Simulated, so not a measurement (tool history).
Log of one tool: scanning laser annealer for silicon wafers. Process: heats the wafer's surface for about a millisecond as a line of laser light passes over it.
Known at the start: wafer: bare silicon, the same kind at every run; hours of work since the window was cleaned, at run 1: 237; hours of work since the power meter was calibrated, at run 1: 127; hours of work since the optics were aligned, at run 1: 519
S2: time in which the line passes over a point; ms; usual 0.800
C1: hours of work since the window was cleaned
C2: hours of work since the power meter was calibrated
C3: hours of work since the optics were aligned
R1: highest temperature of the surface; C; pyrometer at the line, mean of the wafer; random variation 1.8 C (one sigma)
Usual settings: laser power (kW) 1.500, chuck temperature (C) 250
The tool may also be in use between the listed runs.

{"run": 1, "day": 0.0, "laser power (kW)": 1.5, "S2": 0.8, "chuck temperature (C)": 250, "C1": 237, "C2": 127, "C3": 519, "R1": 1063}
{"run": 2, "day": 0.3, "laser power (kW)": 1.5, "S2": 0.8, "chuck temperature (C)": 237, "C1": 242, "C2": 132, "C3": 524, "R1": 1048}
{"run": 3, "day": 0.583, "laser power (kW)": 1.5, "S2": 0.8, "chuck temperature (C)": 237, "C1": 246, "C2": 136, "C3": 529, "R1": 1050}
{"run": 4, "day": 0.942, "laser power (kW)": 1.5, "S2": 0.8, "chuck temperature (C)": 226, "C1": 252, "C2": 142, "C3": 534, "R1": 1037}
{"run": 5, "day": 1.404, "laser power (kW)": 1.5, "S2": 0.8, "chuck temperature (C)": 250, "C1": 260, "C2": 150, "C3": 542, "R1": 1059}
{"run": 6, "day": 1.808, "laser power (kW)": 1.5, "S2": 0.8, "chuck temperature (C)": 250, "C1": 266, "C2": 156, "C3": 548, "R1": 1061}
{"run": 7, "day": 2.267, "laser power (kW)": 1.5, "S2": 0.8, "chuck temperature (C)": 250, "C1": 273, "C2": 163, "C3": 556, "R1": 1060}
{"run": 8, "day": 2.571, "laser power (kW)": 1.5, "S2": 0.8, "chuck temperature (C)": 250, "C1": 278, "C2": 168, "C3": 561, "R1": 1059}
{"run": 9, "day": 2.804, "laser power (kW)": 1.5, "S2": 0.8, "chuck temperature (C)": 250, "C1": 282, "C2": 172, "C3": 564, "R1": 1059}
{"run": 10, "day": 2.992, "laser power (kW)": 1.5, "S2": 0.8, "chuck temperature (C)": 250, "C1": 285, "C2": 175, "C3": 567, "R1": 1057}
{"run": 11, "day": 3.275, "laser power (kW)": 1.5, "S2": 0.8, "chuck temperature (C)": 250, "C1": 290, "C2": 180, "C3": 572, "R1": 1059}
{"run": 12, "day": 3.55, "laser power (kW)": 1.5, "S2": 0.73, "chuck temperature (C)": 250, "C1": 294, "C2": 184, "C3": 576, "R1": 1027}
{"run": 13, "day": 3.817, "laser power (kW)": 1.5, "S2": 0.73, "chuck temperature (C)": 250, "C1": 298, "C2": 188, "C3": 581, "R1": 1028}
{"run": 14, "day": 4.054, "laser power (kW)": 1.401, "S2": 0.606, "chuck temperature (C)": 250, "C1": 302, "C2": 192, "C3": 584, "R1": 905}
{"run": 15, "day": 4.25, "laser power (kW)": 1.401, "S2": 0.606, "chuck temperature (C)": 250, "C1": 305, "C2": 195, "C3": 587, "R1": 904}
{"run": 16, "day": 4.658, "laser power (kW)": 1.5, "S2": 0.862, "chuck temperature (C)": 250, "C1": 312, "C2": 202, "C3": 594, "R1": 1085}
{"run": 17, "day": 5.021, "laser power (kW)": 1.387, "S2": 0.608, "chuck temperature (C)": 250, "C1": 318, "C2": 208, "C3": 600, "R1": 896}
{"run": 18, "day": 5.296, "laser power (kW)": 1.536, "S2": 0.8, "chuck temperature (C)": 237, "C1": 322, "C2": 212, "C3": 604, "R1": 1071}

The next listed run, before its measurement:
{"run": 19, "day": 5.521, "laser power (kW)": 1.48, "S2": 0.8, "chuck temperature (C)": 250, "C1": 326, "C2": 216, "C3": 608, "R1": "?"}

Run 19 gave R1 1041 C.
Without the tool's hidden state the same run would have given R1 1063 C.
